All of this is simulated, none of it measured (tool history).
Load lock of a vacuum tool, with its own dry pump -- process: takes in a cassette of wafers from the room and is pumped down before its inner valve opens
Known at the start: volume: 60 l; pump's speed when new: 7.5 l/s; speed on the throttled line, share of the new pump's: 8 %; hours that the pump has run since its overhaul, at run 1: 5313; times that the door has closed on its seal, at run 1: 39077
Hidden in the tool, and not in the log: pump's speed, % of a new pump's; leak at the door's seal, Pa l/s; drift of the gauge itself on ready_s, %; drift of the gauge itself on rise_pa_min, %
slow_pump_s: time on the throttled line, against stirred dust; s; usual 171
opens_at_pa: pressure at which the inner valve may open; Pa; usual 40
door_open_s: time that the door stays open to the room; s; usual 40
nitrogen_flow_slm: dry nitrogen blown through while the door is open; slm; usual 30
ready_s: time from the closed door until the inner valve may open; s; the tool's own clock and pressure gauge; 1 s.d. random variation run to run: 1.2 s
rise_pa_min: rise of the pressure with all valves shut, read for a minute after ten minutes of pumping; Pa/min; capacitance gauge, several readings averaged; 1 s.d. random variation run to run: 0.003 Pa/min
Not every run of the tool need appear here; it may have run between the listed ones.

run	hour	slow_pump_s	opens_at_pa	door_open_s	nitrogen_flow_slm	hours that the pump has run since its overhaul	times that the door has closed on its seal	incoming humidity of the room's air, %	ready_s	rise_pa_min
1	0	171	40	40	30	5313	39077	47.9	223.8	0.362
2	99	171	40	40	30	5412	39501	46	226.4	0.369
3	200.7	171	40	40	30	5513	39937	44.8	225.2	0.374
4	310.2	171	40	40	30	5623	40407	46.1	224.3	0.391
5	402.3	171	40	40	30	5715	40801	44.5	223.6	0.389
6	508	171	40	40	30	5821	41255	45.2	224.6	0.396
7	567.5	171	40	40	30	5880	41510	43.2	222.5	0.402
8	659.1	171	40	40	30	5972	41902	46.3	225.1	0.395
9	720.5	171	40	40	30	6033	42166	43.3	223.6	0.409
10	788.1	171	40	40	30	6101	42456	42.1	224.8	0.408
11	915.7	171	40	40	30	6228	43003	45.2	224.5	0.419
12	997.6	171	40	40	30	6310	43354	42.6	224.5	0.427
13	1107.1	331	40	40	17	6420	43823	44.4	369.9	0.438
14	1185.5	101	40	59	4	6498	44159	47.5	159.6	0.47
15	1265.4	101	40	59	4	6578	44502	43.3	160.8	0.462
16	1353.8	264	58	112	16	6666	44881	44.4	305.4	0.475
17	1441.2	171	40	40	4	6754	45256	43.7	225	0.471
18	1513.2	165	40	40	30	6826	45564	45.5	220.6	0.451
19	1577.1	165	40	39	6	6890	45838	44	219.8	0.483
20	1672.8	171	40	47	35	6986	46249	44.8	224	0.462
21	1793.5	171	35	40	26	7106	46766	46.7	228	0.479

Predict each of these 4 candidate next runs independently; none follows another, all start after run 21:
A	1904.3	171	40	33	30	7217	47241	51.1	?	?
B	1904.3	171	35	205	26	7217	47241	43.4	?	?
C	1904.3	318	47	40	23	7217	47241	47.8	?	?
D	1904.3	171	47	26	4	7217	47241	46.9	?	?

run	ready_s	rise_pa_min
A	224.5	0.488
B	226	0.501
C	354.2	0.486
D	223.1	0.502
Stripped of hidden state, with their random variation kept, the same runs would have yielded:
run	ready_s	rise_pa_min
A	219	0.033
B	220.4	0.059
C	350.3	0.04
D	217.8	0.049
